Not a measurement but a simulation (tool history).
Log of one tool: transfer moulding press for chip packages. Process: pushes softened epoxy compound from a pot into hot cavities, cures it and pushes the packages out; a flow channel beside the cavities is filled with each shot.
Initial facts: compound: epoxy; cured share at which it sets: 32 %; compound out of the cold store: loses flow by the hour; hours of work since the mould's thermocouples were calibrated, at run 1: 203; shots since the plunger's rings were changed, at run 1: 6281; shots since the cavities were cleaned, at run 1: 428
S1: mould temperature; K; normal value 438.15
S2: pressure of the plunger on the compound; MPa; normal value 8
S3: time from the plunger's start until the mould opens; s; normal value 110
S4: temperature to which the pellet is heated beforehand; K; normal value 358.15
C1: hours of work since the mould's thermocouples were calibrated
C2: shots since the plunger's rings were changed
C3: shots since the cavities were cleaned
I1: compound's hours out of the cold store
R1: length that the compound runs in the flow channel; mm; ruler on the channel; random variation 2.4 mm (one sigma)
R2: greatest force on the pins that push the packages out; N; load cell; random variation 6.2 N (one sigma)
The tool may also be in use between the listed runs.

run    hour      S1    S2   S3      S4   C1    C2   C3    I1   R1   R2
  1       0  438.15     8  110  358.15  203  6281  428  43.8  485  246
        4.6  -- cavities cleaned with cleaning compound and waxed
       51.6  -- plunger's sealing rings changed
  2    57.5  438.15     8  110  358.15  226    40  340    33  501  240
         78  -- cavities cleaned with cleaning compound and waxed
  3    94.9  438.15     8  110  358.15  241   282  114  27.5  517  249
      148.8  -- cavities cleaned with cleaning compound and waxed
  4   155.1  440.15     8  110  358.15  265   678   42  47.4  480  222
  5   205.8  438.15     8  110  352.15  286  1020  384  28.6  516  252
        216  -- cavities cleaned with cleaning compound and waxed
  6     233  438.15     8  110  358.15  297  1194  115  36.7  498  233
  7   259.4  438.15     8  110  358.15  308  1371  292  15.8  531  253
      285.8  -- cavities cleaned with cleaning compound and waxed
  8     305  438.15     8  110  358.15  326  1669  129  11.7  538  242
      354.5  -- cavities cleaned with cleaning compound and waxed
  9   368.7  438.15     8  110  358.15  352  2089   96  23.2  518  242
      426.7  -- cavities cleaned with cleaning compound and waxed
 10   432.3  438.15  7.23  110  358.15  378  2508   38  40.6  466  242
 11   464.5  438.15  7.23  110  358.15  391  2725  255  23.6  493  246
      493.9  -- cavities cleaned with cleaning compound and waxed
 12   507.1  438.15  7.23  110  358.15  408  3002   89  45.3  465  244
 13   558.6  438.15     8  110  358.15  430  3350  437  28.8  515  241
      563.1  -- cavities cleaned with cleaning compound and waxed
 14   606.8  438.15     8  110  358.15  449  3664  294   8.1  542  247
      631.9  -- cavities cleaned with cleaning compound and waxed
 15   635.5  438.15  9.02  136  354.15  460  3848   24  14.1  571  206
 16   668.9  436.15     8  107  358.15  474  4073  249    42  491  278
      700.9  -- cavities cleaned with cleaning compound and waxed
      732.1  -- mould's thermocouples calibrated
 17   734.1  436.15  6.09  116  358.15    1  4489  210   8.2  475  251
      771.2  -- cavities cleaned with cleaning compound and waxed
 18   793.8  432.15  6.09   92  358.15   25  4882  152  25.6  458  517
 19   822.2  437.15  6.51  110  359.15   37  5074  344  18.7  475  256
      842.9  -- cavities cleaned with cleaning compound and waxed
 20   877.6  437.15  6.51  110  359.15   59  5437  234  17.3  480  267
      913.7  -- cavities cleaned with cleaning compound and waxed
 21   942.1  437.15  6.53  110  359.15   85  5862  191  45.6  439  248
      984.4  -- cavities cleaned with cleaning compound and waxed
 22    1005  437.15  6.53  110  359.15  111  6276  139    21  478  252
     1055.4  -- plunger's sealing rings changed
     1056.9  -- cavities cleaned with cleaning compound and waxed
 23  1056.9  446.15  8.79   97  362.15  131     0    0   9.4  558  204
 24  1100.3  431.15   9.1  122  358.15  149   293  293  13.9  580  322
     1124.4  -- cavities cleaned with cleaning compound and waxed
 25  1156.4  438.15     8   96  358.15  172   661  215  42.7  497  306
     1196.5  -- cavities cleaned with cleaning compound and waxed
 26  1207.6  438.15  8.24   96  359.15  192   996   74  32.9  511  298
 27  1254.9  432.15  7.36  106  358.15  212  1316  394  34.2  490  386
     1266.4  -- cavities cleaned with cleaning compound and waxed
 28  1313.4  438.15  8.66  110  356.15  236  1700  317  25.8  535  248

Each row is a separate what-if for the run after 28, all from the same tool condition, not one after another. Results?
     1333.9  -- cavities cleaned with cleaning compound and waxed
  A  1354.9  438.15     8  110  354.15  252  1970  142   8.8   ?   ?
     1333.9  -- cavities cleaned with cleaning compound and waxed
  B  1354.9  438.15     8  136  358.15  252  1970  142  14.5   ?   ?
     1333.9  -- cavities cleaned with cleaning compound and waxed
  C  1354.9  438.15  8.35  110  358.15  252  1970  142  41.1   ?   ?

run   R1   R2
  A  539  252
  B  533  196
  C  502  229
What these runs would have given with no unlogged condition in the tool:
run   R1   R2
  A  540  250
  B  534  194
  C  502  227
